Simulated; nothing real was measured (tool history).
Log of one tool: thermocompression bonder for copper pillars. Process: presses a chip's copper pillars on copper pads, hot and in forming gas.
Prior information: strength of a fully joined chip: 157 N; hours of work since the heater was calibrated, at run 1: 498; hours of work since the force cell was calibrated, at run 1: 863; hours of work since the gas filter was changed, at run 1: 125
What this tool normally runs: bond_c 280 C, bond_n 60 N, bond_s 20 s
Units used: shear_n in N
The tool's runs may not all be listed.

run,hour,bond_c,bond_n,bond_s,hours of work since the heater was calibrated,hours of work since the force cell was calibrated,hours of work since the gas filter was changed,shear_n
1,0,280,60,20,498,863,125,79.6
# hour 38: heater calibrated with a thermocouple chip
2,92.3,280,60,20,24,903,165,77.8
3,158.2,280,60,20,53,932,194,79.2
4,212.5,280,60,20,77,956,218,77.9
5,279.9,280,60,20,107,986,248,78.3
6,330,280,60,20,129,1008,270,78.5
7,397.9,280,69,20,159,1038,300,84.2
# hour 414.3: forming gas filter changed
8,463,280,60,20,188,1067,21,80.1
9,513.4,280,60,43,210,1089,44,100.9
10,600.4,280,60,43,248,1127,82,102
11,651.6,280,60,43,271,1150,105,100.4
12,715.6,280,60,43,299,1178,133,100.9
13,789.5,280,60,43,332,1211,166,100.9
14,829,280,60,43,349,1228,183,100.3
15,867.6,280,79,20,366,1245,200,91.5
16,934.4,280,79,20,396,1275,230,91.5
# hour 999.6: force cell calibrated
17,1017.4,280,79,20,432,8,266,89.9
18,1074.5,280,79,20,457,33,291,93
# hour 1112.8: forming gas filter changed
19,1139.1,280,79,20,485,61,12,90.4
20,1200.7,272,60,20,513,89,39,70.6
# hour 1206.6: heater calibrated with a thermocouple chip
21,1255.9,272,60,20,22,112,62,70.6
22,1294.3,272,60,53,39,129,79,96.8
23,1358.9,272,60,27,67,158,108,78.3
24,1403.8,272,60,27,87,177,128,76.3
25,1450,280,54,20,108,198,148,75.4
26,1496.6,295,45,15,128,218,169,77.4
27,1551.1,295,83,15,152,243,193,102.4
28,1631.5,299,46,20,188,278,228,89.5
29,1696.6,299,46,20,216,307,257,89.5
30,1754.1,280,80,15,242,332,283,84
# hour 1809: forming gas filter changed
31,1817.2,271,63,20,270,360,4,69.6
32,1910.1,288,62,32,311,401,45,101.5
33,1972.4,286,62,32,338,429,72,99.1
34,2060.5,286,62,32,377,467,111,100.5
35,2115.3,286,62,32,401,492,135,99.9
36,2155.8,261,51,14,419,510,153,46.2
37,2248.3,261,51,14,460,550,194,46.6
38,2316.3,280,51,20,490,580,224,72
# hour 2371.1: heater calibrated with a thermocouple chip
39,2371.1,299,76,20,0,604,247,109.8

3 options for the next run, each taken on its own from the tool as it stands now. Forecast them:
A,2452.2,301,76,20,36,640,283,?
B,2452.2,296,76,20,36,640,283,?
C,2452.2,280,89,20,36,640,283,?

run,shear_n
A,110.4
B,106.3
C,98.1
The same runs, with their run-to-run variation unchanged, on a tool lacking any hidden condition would have given:
run,shear_n
A,111
B,106.9
C,98.6
